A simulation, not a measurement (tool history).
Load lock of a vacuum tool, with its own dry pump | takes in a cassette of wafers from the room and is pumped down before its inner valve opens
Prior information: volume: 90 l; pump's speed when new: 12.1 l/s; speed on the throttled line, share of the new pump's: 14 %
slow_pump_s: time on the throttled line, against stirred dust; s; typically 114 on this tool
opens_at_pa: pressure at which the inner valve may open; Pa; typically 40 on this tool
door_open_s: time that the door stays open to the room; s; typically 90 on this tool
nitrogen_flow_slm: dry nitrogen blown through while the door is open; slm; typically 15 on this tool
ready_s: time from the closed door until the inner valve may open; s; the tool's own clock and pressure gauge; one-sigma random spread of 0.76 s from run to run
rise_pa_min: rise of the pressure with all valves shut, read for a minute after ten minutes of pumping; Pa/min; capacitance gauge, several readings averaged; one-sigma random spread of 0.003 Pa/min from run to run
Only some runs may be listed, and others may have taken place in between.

run    hour  slow_pump_s  opens_at_pa  door_open_s  nitrogen_flow_slm  incoming humidity of the room's air, %  ready_s  rise_pa_min
  1       0          114           40           90                 15                                    46.4    164.7        0.398
  2     565          114           40           90                 15                                    41.1    166.5        0.406
  3   995.5          114           40           90                 15                                    39.7    166.1        0.426
  4  1388.9          114           40           90                 15                                    43.7    168.7        0.445
  5  1754.7          114           40           90                 15                                    46.3    168.2        0.452
  6  2347.6          114           40           90                 15                                    44.9    167.7        0.472
     2748.8  -- dry pump taken out, an overhauled one fitted
  7  2978.2          114           40           90                 15                                    44.1    156.7        0.496
  8  3474.4          114           76           90                 15                                    43.7    152.1        0.513
  9  4138.8          114           76           90                 15                                    45.1    151.6        0.543
 10  4775.7          114           76           90                 12                                    45.6    152.3        0.568
 11  5334.9          114           76           90                 12                                    43.7    153.8        0.583
 12  6023.4          114           76           90                 12                                    40.3    153.8        0.623
 13  6474.9          114           33           90                 44                                    44.1    160.4        0.617
 14  7178.8          211           78           35                 15                                      45    238.5        0.655
 15  7822.6          211           37           35                  7                                    44.4    242.5        0.682
     7854.5  -- door's seal changed, seat wiped
 16    8170          114           40           65                 15                                    41.8    158.9        0.022
 17  8775.7           64           76           32                 14                                    43.8    113.4        0.014

Branching from run 17: 4 alternative next runs. What would each branch give?
  A  9373          123           43           90                 15                                    45.9        ?            ?
  B  9373          114           40           76                  4                                    43.9        ?            ?
  C  9373          114           79           90                 15                                    44.5        ?            ?
  D  9373          123           46           90                  4                                    48.2        ?            ?

run  ready_s  rise_pa_min
  A    169.8        0.032
  B    160.6        0.047
  C    154.5        0.031
  D    168.6        0.061
Stripped of hidden state, with their random variation kept, the same runs would have yielded:
run  ready_s  rise_pa_min
  A    164.8        0.019
  B    155.4        0.034
  C    149.9        0.017
  D    163.7        0.047

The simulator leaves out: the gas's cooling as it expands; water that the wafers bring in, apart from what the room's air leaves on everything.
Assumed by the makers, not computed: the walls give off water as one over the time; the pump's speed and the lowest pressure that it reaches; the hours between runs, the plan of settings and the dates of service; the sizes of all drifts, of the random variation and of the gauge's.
